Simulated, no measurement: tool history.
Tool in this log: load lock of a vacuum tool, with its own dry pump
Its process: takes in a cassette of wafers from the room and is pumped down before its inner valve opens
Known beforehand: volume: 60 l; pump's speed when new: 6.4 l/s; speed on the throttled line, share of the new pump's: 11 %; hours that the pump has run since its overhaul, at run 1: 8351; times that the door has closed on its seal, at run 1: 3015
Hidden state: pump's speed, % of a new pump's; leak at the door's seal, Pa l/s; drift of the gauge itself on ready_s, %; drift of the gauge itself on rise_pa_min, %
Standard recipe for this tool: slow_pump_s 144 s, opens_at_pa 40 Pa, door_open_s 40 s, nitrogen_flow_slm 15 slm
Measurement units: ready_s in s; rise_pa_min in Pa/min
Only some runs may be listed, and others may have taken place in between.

| run | hour | slow_pump_s | opens_at_pa | door_open_s | nitrogen_flow_slm | hours that the pump has run since its overhaul | times that the door has closed on its seal | incoming humidity of the room's air, % | ready_s | rise_pa_min |
|---|---|---|---|---|---|---|---|---|---|---|
| 1 | 0 | 144 | 40 | 40 | 15 | 8351 | 3015 | 43.5 | 210 | 0.037 |
| 2 | 463 | 144 | 40 | 40 | 15 | 8814 | 4058 | 43.6 | 209.4 | 0.037 |
| 3 | 875.6 | 144 | 40 | 105 | 15 | 9227 | 4988 | 45.2 | 210.4 | 0.054 |
| 4 | 1284.3 | 92 | 40 | 40 | 15 | 9636 | 5909 | 46.7 | 166.6 | 0.05 |
| 5 | 1811.2 | 255 | 40 | 40 | 15 | 10162 | 7097 | 45.3 | 308.1 | 0.051 |
| 6 | 2147.4 | 144 | 78 | 40 | 15 | 10499 | 7854 | 48 | 205.5 | 0.056 |
| 7 | 2493.8 | 144 | 69 | 65 | 21 | 10845 | 8635 | 45.5 | 206.3 | 0.056 |
| 8 | 2735.3 | 97 | 40 | 40 | 29 | 11087 | 9179 | 47 | 173.6 | 0.048 |
| 9 | 3228.2 | 97 | 40 | 40 | 29 | 11579 | 10290 | 44.8 | 174.2 | 0.055 |

Run 10 is up next; what results do you expect?
| 10 | 3727.7 | 144 | 75 | 191 | 6 | 12079 | 11416 | 47.6 | ? | ? |

Run 10 came out at ready_s 208.1 s, rise_pa_min 0.102 Pa/min.
Take away the tool's hidden state, keep the run-to-run variation as it was, and the same run would have given ready_s 195.2 s, rise_pa_min 0.063 Pa/min.

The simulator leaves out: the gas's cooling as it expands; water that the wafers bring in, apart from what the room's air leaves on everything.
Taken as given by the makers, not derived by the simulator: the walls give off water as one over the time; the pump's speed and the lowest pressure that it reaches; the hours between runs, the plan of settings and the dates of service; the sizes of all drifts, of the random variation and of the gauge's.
